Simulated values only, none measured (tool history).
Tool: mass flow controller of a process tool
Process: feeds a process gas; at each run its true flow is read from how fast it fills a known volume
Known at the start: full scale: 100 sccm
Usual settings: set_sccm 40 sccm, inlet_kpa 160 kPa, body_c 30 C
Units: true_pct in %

run 1 hour=0.0 | set_sccm=40 inlet_kpa=160 body_c=30 | true_pct=99.22
run 2 hour=212.8 | set_sccm=40 inlet_kpa=160 body_c=29 | true_pct=98.96
run 3 hour=407.7 | set_sccm=40 inlet_kpa=183 body_c=29 | true_pct=98.67
run 4 hour=596.6 | set_sccm=40 inlet_kpa=160 body_c=30 | true_pct=98.81
run 5 hour=721.3 | set_sccm=40 inlet_kpa=160 body_c=30 | true_pct=98.57
run 6 hour=913.7 | set_sccm=40 inlet_kpa=160 body_c=30 | true_pct=98.76
run 7 hour=1096.8 | set_sccm=13 inlet_kpa=160 body_c=30 | true_pct=96.42
run 8 hour=1394.5 | set_sccm=13 inlet_kpa=160 body_c=30 | true_pct=96.09
run 9 hour=1615.8 | set_sccm=40 inlet_kpa=164 body_c=30 | true_pct=98.39
run 10 hour=1758.6 | set_sccm=40 inlet_kpa=164 body_c=30 | true_pct=98.33
run 11 hour=1903.0 | set_sccm=40 inlet_kpa=164 body_c=30 | true_pct=98.22
run 12 hour=2055.3 | set_sccm=40 inlet_kpa=164 body_c=30 | true_pct=98.04
run 13 hour=2262.2 | set_sccm=14 inlet_kpa=160 body_c=28 | true_pct=95.18
run 14 hour=2417.1 | set_sccm=14 inlet_kpa=160 body_c=28 | true_pct=95.16
run 15 hour=2547.8 | set_sccm=14 inlet_kpa=160 body_c=28 | true_pct=94.97
run 16 hour=2842.8 | set_sccm=24 inlet_kpa=218 body_c=30 | true_pct=96.23
run 17 hour=3015.0 | set_sccm=24 inlet_kpa=218 body_c=30 | true_pct=96.12
run 18 hour=3298.0 | set_sccm=24 inlet_kpa=218 body_c=30 | true_pct=95.91
run 19 hour=3495.2 | set_sccm=38 inlet_kpa=169 body_c=24 | true_pct=96.69
run 20 hour=3715.4 | set_sccm=31 inlet_kpa=169 body_c=30 | true_pct=96.85
run 21 hour=3855.3 | set_sccm=26 inlet_kpa=197 body_c=36 | true_pct=96.72

5 ways to go on from here, each from the tool as it stands after run 21. What would each give?
run A hour=4044.1 | set_sccm=44 inlet_kpa=160 body_c=24 | true_pct=?
run B hour=4044.1 | set_sccm=64 inlet_kpa=197 body_c=36 | true_pct=?
run C hour=4044.1 | set_sccm=11 inlet_kpa=197 body_c=36 | true_pct=?
run D hour=4044.1 | set_sccm=72 inlet_kpa=181 body_c=22 | true_pct=?
run E hour=4044.1 | set_sccm=43 inlet_kpa=148 body_c=30 | true_pct=?

run=A true_pct=96.79
run=B true_pct=98.61
run=C true_pct=92.83
run=D true_pct=97.32
run=E true_pct=97.46
Without the tool's hidden state the same runs would have given:
run=A true_pct=99.44
run=B true_pct=100.78
run=C true_pct=100.14
run=D true_pct=99.37
run=E true_pct=100.15
